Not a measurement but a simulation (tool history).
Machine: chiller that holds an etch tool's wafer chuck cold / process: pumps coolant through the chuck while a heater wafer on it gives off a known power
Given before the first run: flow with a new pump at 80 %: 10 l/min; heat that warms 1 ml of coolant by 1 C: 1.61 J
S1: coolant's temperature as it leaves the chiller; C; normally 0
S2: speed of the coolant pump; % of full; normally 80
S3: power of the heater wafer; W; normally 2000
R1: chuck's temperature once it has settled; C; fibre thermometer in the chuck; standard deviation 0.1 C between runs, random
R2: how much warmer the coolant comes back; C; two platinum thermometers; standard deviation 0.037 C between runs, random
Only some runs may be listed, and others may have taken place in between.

run	hour	S1	S2	S3	R1	R2
1	0	0	80	2000	13.3	7.44
2	93.4	0	80	2000	13.5	7.52
3	184.5	-3	80	2000	10.4	7.52
4	332.7	-3	80	2000	10.4	7.48
5	442.8	-3	80	2000	10.1	7.48
6	636.3	-2	80	2000	11.3	7.54
7	769.4	-2	80	2000	11.4	7.49
# hour 841.1: chiller's thermometer calibrated
8	944.8	-2	80	2000	11.6	7.44
9	1060.4	-2	80	2000	11.4	7.43
10	1150.5	-9	80	2000	4.3	7.46
11	1369.1	-4	80	2000	9.5	7.44
12	1587.7	0	80	2000	13.5	7.52
13	1722.5	0	80	2000	13.2	7.51
14	1908.6	0	80	2000	13.3	7.47
15	2090.4	0	73	2000	14.3	8.24
16	2304	0	73	2000	14.3	8.17
17	2393.3	0	80	1389	9.4	5.19
18	2502.8	0	72	1163	8.5	4.84
19	2707.7	0	72	1163	8.4	4.88
20	2850.8	0	72	1163	8.5	4.9
21	3059.8	0	67	1783	13.7	8.06
22	3278.7	0	71	1018	7.4	4.33
23	3501.3	0	71	1018	7.4	4.24
# hour 3646.6: coolant pump overhauled
24	3706.8	0	95	1170	6.9	3.59
25	3834.6	-4	76	2425	12.9	9.55
26	4007.5	0	94	2151	12.7	6.73
27	4114.9	0	99	1445	8.4	4.37
28	4256.9	10	63	1945	25.4	9.34
29	4353.9	-9	77	1270	-0.3	4.87
30	4544	-9	81	1640	1.9	6.08
31	4715.4	-3	64	2000	12.9	9.44

Consider 4 possible next runs. They are alternatives, not a sequence: every one starts from the tool as it was left by run 31. What does each give?
A	4891.7	-5	80	1067	?	?
B	4891.7	-3	81	2000	?	?
C	4891.7	-3	64	1096	?	?
D	4891.7	-5	60	2061	?	?

run	R1	R2
A	2.1	3.98
B	10.2	7.34
C	5.7	5.24
D	12.2	10.4
With the hidden condition removed and each run's random variation left untouched, the same runs would have given:
run	R1	R2
A	2.1	3.98
B	10.2	7.34
C	5.7	5.24
D	12.2	10.4
